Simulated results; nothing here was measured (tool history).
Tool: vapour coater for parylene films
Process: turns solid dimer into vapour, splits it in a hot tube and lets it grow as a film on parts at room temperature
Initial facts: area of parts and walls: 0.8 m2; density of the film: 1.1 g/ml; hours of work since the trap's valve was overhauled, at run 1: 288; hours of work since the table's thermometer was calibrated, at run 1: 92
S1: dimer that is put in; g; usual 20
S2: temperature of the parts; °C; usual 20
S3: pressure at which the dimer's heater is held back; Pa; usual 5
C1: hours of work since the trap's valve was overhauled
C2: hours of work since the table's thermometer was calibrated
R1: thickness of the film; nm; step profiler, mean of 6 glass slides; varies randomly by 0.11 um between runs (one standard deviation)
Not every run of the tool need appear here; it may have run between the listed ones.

{"run": 1, "day": 0.0, "S1": 20, "S2": 20, "S3": 5, "C1": 288, "C2": 92, "R1": 11860}
{"run": 2, "day": 0.638, "S1": 20, "S2": 20, "S3": 5, "C1": 294, "C2": 98, "R1": 11730}
{"run": 3, "day": 1.821, "S1": 20, "S2": 20, "S3": 5, "C1": 306, "C2": 110, "R1": 11500}
{"run": 4, "day": 2.583, "S1": 20, "S2": 20, "S3": 5, "C1": 314, "C2": 118, "R1": 11520}
{"run": 5, "day": 3.492, "S1": 20, "S2": 20, "S3": 5, "C1": 323, "C2": 127, "R1": 11720}
{"run": 6, "day": 4.471, "S1": 20, "S2": 20, "S3": 5, "C1": 333, "C2": 137, "R1": 11530}
{"run": 7, "day": 5.092, "S1": 20, "S2": 20, "S3": 5, "C1": 339, "C2": 143, "R1": 11310}
{"run": 8, "day": 5.642, "S1": 20, "S2": 20, "S3": 5, "C1": 344, "C2": 148, "R1": 11390}
{"day": 6.408, "done": "trap's valve overhauled"}
{"run": 9, "day": 7.1, "S1": 20, "S2": 20, "S3": 4.33, "C1": 7, "C2": 161, "R1": 11110}
{"run": 10, "day": 8.033, "S1": 20, "S2": 26, "S3": 4.33, "C1": 16, "C2": 171, "R1": 8550}
{"run": 11, "day": 9.054, "S1": 27, "S2": 20, "S3": 5, "C1": 27, "C2": 181, "R1": 14570}
{"run": 12, "day": 10.258, "S1": 27, "S2": 20, "S3": 5, "C1": 39, "C2": 193, "R1": 14580}
{"day": 11.608, "done": "trap's valve overhauled, once more"}
{"run": 13, "day": 11.638, "S1": 20, "S2": 20, "S3": 5, "C1": 0, "C2": 205, "R1": 12700}
{"run": 14, "day": 12.779, "S1": 20, "S2": 20, "S3": 5, "C1": 12, "C2": 217, "R1": 12470}
{"run": 15, "day": 13.596, "S1": 20, "S2": 20, "S3": 5, "C1": 20, "C2": 225, "R1": 12700}
{"run": 16, "day": 14.771, "S1": 20, "S2": 20, "S3": 5, "C1": 32, "C2": 236, "R1": 12570}
{"run": 17, "day": 16.1, "S1": 31, "S2": 20, "S3": 5, "C1": 45, "C2": 250, "R1": 19340}
{"run": 18, "day": 16.892, "S1": 20, "S2": 20, "S3": 5, "C1": 53, "C2": 258, "R1": 12550}
{"run": 19, "day": 17.492, "S1": 20, "S2": 20, "S3": 2.01, "C1": 59, "C2": 264, "R1": 15400}
{"run": 20, "day": 18.608, "S1": 20, "S2": 20, "S3": 2.01, "C1": 70, "C2": 275, "R1": 15870}
{"run": 21, "day": 19.579, "S1": 20, "S2": 20, "S3": 3.1, "C1": 80, "C2": 285, "R1": 14070}
{"run": 22, "day": 20.812, "S1": 20, "S2": 20, "S3": 3.1, "C1": 92, "C2": 297, "R1": 14150}
{"run": 23, "day": 21.971, "S1": 20, "S2": 20, "S3": 3.1, "C1": 104, "C2": 308, "R1": 13780}
{"run": 24, "day": 23.175, "S1": 20, "S2": 20, "S3": 3.1, "C1": 116, "C2": 321, "R1": 13900}
{"run": 25, "day": 24.204, "S1": 20, "S2": 20, "S3": 3.1, "C1": 126, "C2": 331, "R1": 13870}
{"run": 26, "day": 25.217, "S1": 20, "S2": 28, "S3": 2.35, "C1": 136, "C2": 341, "R1": 10350}
{"run": 27, "day": 25.975, "S1": 20, "S2": 28, "S3": 2.35, "C1": 144, "C2": 349, "R1": 10240}
{"run": 28, "day": 27.079, "S1": 13, "S2": 21, "S3": 5.68, "C1": 155, "C2": 360, "R1": 7130}
{"run": 29, "day": 28.208, "S1": 13, "S2": 21, "S3": 5.68, "C1": 166, "C2": 371, "R1": 7320}
{"run": 30, "day": 29.408, "S1": 13, "S2": 21, "S3": 5.68, "C1": 178, "C2": 383, "R1": 7280}
{"run": 31, "day": 30.204, "S1": 23, "S2": 30, "S3": 8, "C1": 186, "C2": 391, "R1": 8090}
{"run": 32, "day": 30.933, "S1": 23, "S2": 26, "S3": 4.51, "C1": 193, "C2": 398, "R1": 10820}
{"run": 33, "day": 32.175, "S1": 28, "S2": 20, "S3": 5, "C1": 206, "C2": 411, "R1": 16650}
{"run": 34, "day": 33.129, "S1": 28, "S2": 20, "S3": 5, "C1": 215, "C2": 420, "R1": 16610}
{"run": 35, "day": 34.129, "S1": 18, "S2": 21, "S3": 2.17, "C1": 225, "C2": 430, "R1": 12460}
{"run": 36, "day": 34.708, "S1": 18, "S2": 21, "S3": 2.17, "C1": 231, "C2": 436, "R1": 12630}
{"run": 37, "day": 35.854, "S1": 18, "S2": 21, "S3": 2.17, "C1": 243, "C2": 447, "R1": 12530}
{"run": 38, "day": 37.017, "S1": 18, "S2": 21, "S3": 2.17, "C1": 254, "C2": 459, "R1": 12460}
{"run": 39, "day": 38.067, "S1": 33, "S2": 20, "S3": 5, "C1": 265, "C2": 470, "R1": 19350}
{"run": 40, "day": 39.071, "S1": 20, "S2": 30, "S3": 9.75, "C1": 275, "C2": 480, "R1": 6370}
{"run": 41, "day": 39.688, "S1": 25, "S2": 21, "S3": 5, "C1": 281, "C2": 486, "R1": 13920}
{"run": 42, "day": 40.746, "S1": 20, "S2": 25, "S3": 4.17, "C1": 292, "C2": 496, "R1": 9780}
{"run": 43, "day": 41.783, "S1": 20, "S2": 25, "S3": 4.17, "C1": 302, "C2": 507, "R1": 9850}
{"run": 44, "day": 42.362, "S1": 15, "S2": 31, "S3": 5, "C1": 308, "C2": 513, "R1": 5400}
{"run": 45, "day": 42.925, "S1": 8, "S2": 31, "S3": 5, "C1": 313, "C2": 518, "R1": 2870}
{"run": 46, "day": 43.946, "S1": 20, "S2": 19, "S3": 5, "C1": 324, "C2": 528, "R1": 12040}

How would selected steps in R1 from run to run divide? Give the signed amount a tool lacking its hidden state would still show from settings, what came in and random variation, and the signed amount left for the hidden state, including any gauge scatter that is not in both of the compared results.
Hidden state at play: vapour lost through the trap's worn valve, %; true temperature of the parts over the reading, C; drift of the gauge itself on film_um, %.
Run 10 -> 11: S1 20 -> 27, S2 26 -> 20, S3 4.33 -> 5. R1 +6020 nm: hidden state -1300, all else +7320.
Run 12 -> 13: S1 27 -> 20, trap's valve overhauled, once more. R1 -1880 nm: hidden state +2990, all else -4870.
Run 39 -> 40: S1 33 -> 20, S2 20 -> 30, S3 5 -> 9.75. R1 -12980 nm: hidden state +1380, all else -14360.
Run 40 -> 41: S1 20 -> 25, S2 30 -> 21, S3 9.75 -> 5. R1 +7550 nm: hidden state -880, all else +8430.
Run 45 -> 46: S1 8 -> 20, S2 31 -> 19. R1 +9170 nm: hidden state -1220, all else +10390.
